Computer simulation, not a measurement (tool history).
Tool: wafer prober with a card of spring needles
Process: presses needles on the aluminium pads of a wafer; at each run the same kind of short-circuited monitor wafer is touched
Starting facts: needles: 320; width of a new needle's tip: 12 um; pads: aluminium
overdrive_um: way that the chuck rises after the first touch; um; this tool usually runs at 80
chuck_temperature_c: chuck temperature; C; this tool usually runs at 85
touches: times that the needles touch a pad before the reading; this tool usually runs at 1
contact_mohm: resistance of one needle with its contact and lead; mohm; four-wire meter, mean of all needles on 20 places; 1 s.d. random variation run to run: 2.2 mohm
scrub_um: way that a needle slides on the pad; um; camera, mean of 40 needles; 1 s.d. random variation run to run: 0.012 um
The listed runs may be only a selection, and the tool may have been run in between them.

| run | hour | overdrive_um | chuck_temperature_c | touches | contact_mohm | scrub_um |
|---|---|---|---|---|---|---|
| 1 | 0 | 80 | 85 | 1 | 292 | 21.73 |
|  | 8.7 | tips cleaned on abrasive film |
|  | 32 | tips cleaned on abrasive film |
|  | 57 | tips cleaned on abrasive film |
|  | 83.5 | tips cleaned on abrasive film |
| 2 | 91.6 | 80 | 85 | 1 | 282 | 21.66 |
|  | 107.1 | tips cleaned on abrasive film |
|  | 133.1 | tips cleaned on abrasive film |
|  | 133.4 | height of the first contact set anew |
| 3 | 140.1 | 80 | 85 | 1 | 284 | 21.82 |
|  | 155.8 | tips cleaned on abrasive film |
|  | 178.3 | tips cleaned on abrasive film |
| 4 | 178.3 | 80 | 96 | 1 | 267 | 21.79 |
|  | 202.9 | tips cleaned on abrasive film |
|  | 227.9 | tips cleaned on abrasive film |
| 5 | 235.3 | 65 | 85 | 1 | 291 | 17.66 |
|  | 251.9 | tips cleaned on abrasive film |
|  | 274.1 | tips cleaned on abrasive film |
| 6 | 284.7 | 65 | 85 | 1 | 298 | 17.63 |
|  | 301.4 | tips cleaned on abrasive film |
|  | 326.1 | tips cleaned on abrasive film |
| 7 | 339.9 | 80 | 85 | 1 | 289 | 21.69 |
|  | 351.1 | tips cleaned on abrasive film |
|  | 376.4 | tips cleaned on abrasive film |
|  | 402.4 | tips cleaned on abrasive film |
|  | 408.2 | height of the first contact set anew |
|  | 425.5 | tips cleaned on abrasive film |
| 8 | 425.5 | 80 | 85 | 1 | 266 | 21.8 |
|  | 452.1 | tips cleaned on abrasive film |
|  | 476.6 | tips cleaned on abrasive film |
|  | 501.6 | tips cleaned on abrasive film |
| 9 | 509.9 | 80 | 85 | 1 | 284 | 21.75 |
|  | 524.9 | tips cleaned on abrasive film |
|  | 549.7 | tips cleaned on abrasive film |
|  | 576.5 | tips cleaned on abrasive film |
|  | 598.7 | tips cleaned on abrasive film |
| 10 | 601.4 | 80 | 85 | 1 | 279 | 21.69 |
|  | 623.6 | tips cleaned on abrasive film |
|  | 651.3 | tips cleaned on abrasive film |
|  | 675.7 | tips cleaned on abrasive film |
|  | 678.4 | height of the first contact set anew |
| 11 | 678.4 | 80 | 85 | 1 | 275 | 21.81 |
|  | 700.4 | tips cleaned on abrasive film |
|  | 726.5 | tips cleaned on abrasive film |
|  | 752.8 | tips cleaned on abrasive film |
| 12 | 763.1 | 80 | 85 | 1 | 282 | 21.78 |
|  | 779.8 | tips cleaned on abrasive film |
|  | 805.8 | tips cleaned on abrasive film |
|  | 828 | tips cleaned on abrasive film |
| 13 | 848.9 | 80 | 85 | 1 | 296 | 21.72 |
|  | 854.5 | tips cleaned on abrasive film |
|  | 882.3 | tips cleaned on abrasive film |
| 14 | 890.3 | 80 | 85 | 1 | 288 | 21.68 |
|  | 905.2 | tips cleaned on abrasive film |
|  | 930.8 | tips cleaned on abrasive film |
|  | 950.2 | height of the first contact set anew |
|  | 954.1 | tips cleaned on abrasive film |
| 15 | 954.1 | 61 | 80 | 1 | 269 | 16.61 |
|  | 976.9 | tips cleaned on abrasive film |
| 16 | 992.2 | 61 | 80 | 1 | 309 | 16.61 |
|  | 1003.4 | tips cleaned on abrasive film |
|  | 1030 | tips cleaned on abrasive film |
|  | 1057.3 | tips cleaned on abrasive film |
|  | 1079.5 | tips cleaned on abrasive film |
| 17 | 1083.1 | 61 | 80 | 1 | 285 | 16.53 |
|  | 1104.8 | tips cleaned on abrasive film |
|  | 1130.1 | tips cleaned on abrasive film |
|  | 1156.9 | tips cleaned on abrasive film |
| 18 | 1163.7 | 69 | 115 | 1 | 293 | 18.63 |
|  | 1179.4 | tips cleaned on abrasive film |
|  | 1203.7 | tips cleaned on abrasive film |
|  | 1225.2 | height of the first contact set anew |
|  | 1230.8 | tips cleaned on abrasive film |
|  | 1254 | tips cleaned on abrasive film |
| 19 | 1254 | 90 | 83 | 3 | 265 | 24.5 |

Forecast run 20:
|  | 1281 | tips cleaned on abrasive film |
|  | 1307.2 | tips cleaned on abrasive film |
| 20 | 1324.5 | 65 | 85 | 3 | ? | ? |

Run 20 produced contact_mohm 282 mohm, scrub_um 17.69 um.
With the hidden condition absent and the run-to-run variation left alone, this run would have shown contact_mohm 264 mohm, scrub_um 17.75 um.
